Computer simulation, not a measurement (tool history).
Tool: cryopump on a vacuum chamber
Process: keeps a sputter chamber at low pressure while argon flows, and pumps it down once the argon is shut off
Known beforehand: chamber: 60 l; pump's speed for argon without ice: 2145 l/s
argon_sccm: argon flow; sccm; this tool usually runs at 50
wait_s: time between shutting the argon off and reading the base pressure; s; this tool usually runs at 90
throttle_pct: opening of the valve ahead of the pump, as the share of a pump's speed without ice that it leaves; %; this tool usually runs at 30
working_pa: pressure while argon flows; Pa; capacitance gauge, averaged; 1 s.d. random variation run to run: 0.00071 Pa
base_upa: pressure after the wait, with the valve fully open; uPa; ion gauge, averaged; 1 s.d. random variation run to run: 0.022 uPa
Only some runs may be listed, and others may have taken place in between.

| run | hour | argon_sccm | wait_s | throttle_pct | working_pa | base_upa |
|---|---|---|---|---|---|---|
| 1 | 0 | 50 | 90 | 30 | 0.1328 | 2.02 |
| 2 | 13.7 | 50 | 90 | 30 | 0.1324 | 2 |
| 3 | 30.9 | 50 | 90 | 30 | 0.1326 | 2.02 |
| 4 | 52.6 | 50 | 90 | 30 | 0.1323 | 2.05 |
| 5 | 80.2 | 39 | 90 | 30 | 0.103 | 2.04 |
| 6 | 107.4 | 39 | 103 | 30 | 0.1034 | 2.02 |
| 7 | 120.9 | 39 | 103 | 30 | 0.1024 | 2.05 |
| 8 | 142.8 | 50 | 90 | 41 | 0.0978 | 2.11 |
| 9 | 163.4 | 50 | 90 | 41 | 0.0982 | 2.22 |
| 10 | 185.9 | 50 | 90 | 15 | 0.2642 | 2.12 |
| 11 | 214.2 | 50 | 90 | 30 | 0.1333 | 2.22 |
| 12 | 234.8 | 50 | 31 | 30 | 0.1328 | 2.91 |
| 13 | 256.1 | 50 | 31 | 30 | 0.1348 | 3.03 |
| 14 | 283.6 | 50 | 31 | 30 | 0.1348 | 3.02 |
| 15 | 311.1 | 92 | 90 | 30 | 0.2465 | 2.28 |
| 16 | 324.5 | 92 | 90 | 30 | 0.2459 | 2.33 |
| 17 | 343.9 | 92 | 90 | 30 | 0.2449 | 2.32 |
| 18 | 357.5 | 84 | 48 | 55 | 0.1253 | 2.79 |
| 19 | 384.9 | 34 | 95 | 31 | 0.0882 | 2.35 |
| 20 | 404.3 | 99 | 265 | 30 | 0.2656 | 2.08 |
| 21 | 417.9 | 34 | 76 | 18 | 0.1503 | 2.49 |
| 22 | 441 | 34 | 76 | 18 | 0.1504 | 2.44 |
| 23 | 466.6 | 47 | 154 | 19 | 0.1971 | 2.27 |
| 24 | 493.4 | 47 | 167 | 19 | 0.1984 | 2.27 |
|  | 499.9 | leaking fittings of the chamber tightened, without venting |
| 25 | 517.4 | 47 | 167 | 19 | 0.1987 | 0.38 |
| 26 | 533.2 | 38 | 90 | 30 | 0.1026 | 0.62 |
| 27 | 554.6 | 38 | 90 | 30 | 0.1026 | 0.61 |
| 28 | 571.7 | 75 | 76 | 25 | 0.242 | 0.65 |
| 29 | 587.4 | 87 | 90 | 30 | 0.2357 | 0.6 |
| 30 | 610 | 49 | 41 | 30 | 0.1327 | 1.12 |

Below are 4 alternative next runs, each starting from the tool's condition after run 30. Predict each:
| A | 629.9 | 27 | 41 | 19 | ? | ? |
| B | 629.9 | 52 | 32 | 30 | ? | ? |
| C | 629.9 | 32 | 109 | 50 | ? | ? |
| D | 629.9 | 34 | 90 | 38 | ? | ? |

| run | working_pa | base_upa |
|---|---|---|
| A | 0.115 | 1.13 |
| B | 0.1399 | 1.47 |
| C | 0.0535 | 0.63 |
| D | 0.0729 | 0.68 |
Without the tool's hidden state the same runs would have given:
| run | working_pa | base_upa |
|---|---|---|
| A | 0.1127 | 1.02 |
| B | 0.1354 | 1.35 |
| C | 0.0507 | 0.51 |
| D | 0.0699 | 0.57 |

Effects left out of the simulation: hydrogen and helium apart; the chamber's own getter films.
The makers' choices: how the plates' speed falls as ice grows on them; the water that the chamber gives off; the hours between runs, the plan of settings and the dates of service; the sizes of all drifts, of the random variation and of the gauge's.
